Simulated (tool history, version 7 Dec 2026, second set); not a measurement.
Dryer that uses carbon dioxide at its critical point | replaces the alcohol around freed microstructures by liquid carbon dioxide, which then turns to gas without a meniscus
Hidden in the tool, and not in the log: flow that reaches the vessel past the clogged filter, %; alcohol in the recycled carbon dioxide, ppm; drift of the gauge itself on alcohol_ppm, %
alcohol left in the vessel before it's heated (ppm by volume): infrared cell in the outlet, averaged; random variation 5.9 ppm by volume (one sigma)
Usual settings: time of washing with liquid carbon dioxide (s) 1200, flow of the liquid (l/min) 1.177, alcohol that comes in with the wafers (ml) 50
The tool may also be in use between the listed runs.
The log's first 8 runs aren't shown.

run	hour	time of washing with liquid carbon dioxide (s)	flow of the liquid (l/min)	alcohol that comes in with the wafers (ml)	hours of work since the filter was changed	hours of work since the purifier's bed was changed	alcohol left in the vessel before it's heated (ppm by volume)
9	175.6	1200	0.81	50	162	509	1000
10	192.9	1200	0.81	50	172	519	1009
11	209.6	1500	0.81	50	181	528	610
12	244.4	1500	0.81	50	200	547	623
13	259.8	1500	0.81	50	208	555	627
14	282.2	1200	0.75	50	220	567	1291
15	301.4	1200	1.177	51	231	578	439
16	325.2	1200	1.177	50	243	591	433
17	357.3	1200	1.177	50	261	608	452
18	383	780	1.177	38	275	622	989
19	410.4	780	1.177	50	290	637	1280
20	445.5	780	1.03	63	309	656	2120
21	477.9	780	1.03	63	326	673	2097
22	495.2	1080	1.177	50	336	683	643
23	514.2	1620	1.33	94	346	693	276
24	541.5	1620	0.96	64	361	708	476
# hour 553.9: purifier's bed changed
25	568.2	1620	0.96	64	374	8	302
26	600.5	1020	1.32	51	391	25	412
27	629.1	1020	1.32	51	407	41	433
28	663.7	720	1.06	50	426	60	1797
29	695.9	720	1.06	50	443	77	1857
30	710.8	1200	1.177	42	451	85	338
31	742.1	1200	1.177	42	468	102	340

3 ways to go on from here, each from the tool as it stands after run 31. What would each give?
A	767.3	780	1.51	42	482	116	?
B	767.3	1080	1.177	50	482	116	?
C	767.3	1020	1.37	22	482	116	?

run	alcohol left in the vessel before it's heated (ppm by volume)
A	602
B	558
C	201
Without the tool's hidden state the same runs would have given:
run	alcohol left in the vessel before it's heated (ppm by volume)
A	342
B	303
C	93
